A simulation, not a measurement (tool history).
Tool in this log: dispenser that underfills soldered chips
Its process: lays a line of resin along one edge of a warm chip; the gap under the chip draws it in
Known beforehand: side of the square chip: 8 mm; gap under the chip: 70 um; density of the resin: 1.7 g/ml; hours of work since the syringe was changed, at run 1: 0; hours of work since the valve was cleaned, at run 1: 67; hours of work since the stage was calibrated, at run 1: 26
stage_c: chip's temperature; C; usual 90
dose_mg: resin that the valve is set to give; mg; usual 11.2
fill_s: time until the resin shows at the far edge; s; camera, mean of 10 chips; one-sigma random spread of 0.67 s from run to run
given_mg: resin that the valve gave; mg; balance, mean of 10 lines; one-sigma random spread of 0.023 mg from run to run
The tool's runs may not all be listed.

run    day  stage_c  dose_mg  hours of work since the syringe was changed  hours of work since the valve was cleaned  hours of work since the stage was calibrated  fill_s  given_mg
  1  0.000       90     11.2                                            0                                         67                                            26    60.5     10.95
  2  0.154       90     11.2                                            3                                         70                                            29    74.7     10.92
  3  0.383       90     11.2                                            7                                         74                                            33   107.3     10.91
     0.517  -- new syringe of resin
  4  0.579       90     13.6                                            1                                         78                                            37    61.8     13.22
  5  0.779       90     13.6                                            5                                         81                                            41    84.5     13.22
  6  0.871       90     11.2                                            7                                         83                                            42   101.3     10.92
     1.042  -- new syringe of resin
  7  1.042       90     11.2                                            0                                         86                                            45    59.1     10.86
  8  1.142       90     11.2                                            2                                         88                                            47    68.9     10.90
  9  1.317       90     14.5                                            5                                         91                                            51    87.7     14.06
 10  1.508       90     14.5                                            9                                         95                                            54   117.8     14.03
     1.567  -- new syringe of resin
 11  1.721       90     14.5                                            3                                         99                                            58    76.8     13.98
 12  1.838       90     14.5                                            5                                        101                                            60    88.6     14.04
 13  2.025       90     11.2                                            9                                        105                                            64   123.1     10.82
     2.088  -- new syringe of resin
 14  2.154       90     11.2                                            1                                        107                                            66    64.7     10.78
 15  2.350       90     11.6                                            5                                        111                                            70    87.8     11.15
 16  2.550       90     11.2                                            9                                        115                                            74   121.5     10.79
     2.608  -- new syringe of resin
 17  2.733       90     11.2                                            2                                        118                                            77    71.1     10.76
 18  2.829       90     11.2                                            4                                        120                                            79    80.6     10.76
 19  3.050       94     11.2                                            8                                        124                                            83   104.5     10.75
     3.129  -- new syringe of resin
 20  3.267      101     11.8                                            3                                        128                                            87    55.9     11.29
 21  3.362      105     12.4                                            4                                        130                                            89    56.5     11.86
 22  3.467       94     14.6                                            6                                        132                                            91    88.9     13.93
     3.642  -- new syringe of resin
 23  3.658       93     12.1                                            0                                        135                                            94    55.7     11.57
 24  3.838       93     12.1                                            4                                        139                                            98    72.2     11.55
     3.912  -- dispensing valve cleaned and set on the balance
 25  4.008       89     10.8                                            6                                          2                                           100   100.9     10.75
 26  4.129       89     11.4                                            9                                          4                                           103   120.6     11.39
     4.196  -- new syringe of resin
 27  4.325       88      9.6                                            3                                          8                                           106    77.3      9.51
 28  4.542      101     10.3                                            7                                         12                                           110    76.0     10.24
     4.708  -- new syringe of resin
 29  4.712      101     10.3                                            0                                         15                                           113    44.3     10.31
 30  4.867       90     11.7                                            3                                         18                                           116    73.8     11.58
 31  4.962       99     13.0                                            5                                         20                                           118    67.5     12.88
 32  5.117       99     13.0                                            8                                         23                                           121    85.7     12.92
     5.233  -- new syringe of resin
 33  5.275       79     13.0                                            1                                         25                                           124    84.5     12.84
 34  5.408       93     12.8                                            3                                         28                                           126    70.9     12.65
 35  5.542      102     12.8                                            6                                         30                                           129    66.0     12.65
 36  5.729       80     12.4                                            9                                         34                                           132   166.3     12.27

Forecast each of these 3 alternatives for the next run:
     5.750  -- new syringe of resin
  A  5.950      102      9.6                                            4                                         38                                           136       ?         ?
     5.750  -- new syringe of resin
  B  5.950       89     11.0                                            4                                         38                                           136       ?         ?
     5.750  -- new syringe of resin
  C  5.950       96     11.6                                            4                                         38                                           136       ?         ?

run  fill_s  given_mg
  A    60.8      9.43
  B    82.1     10.84
  C    67.5     11.44
What these runs would have given with no unlogged condition in the tool:
run  fill_s  given_mg
  A    44.9      9.57
  B    60.9     11.00
  C    50.0     11.61
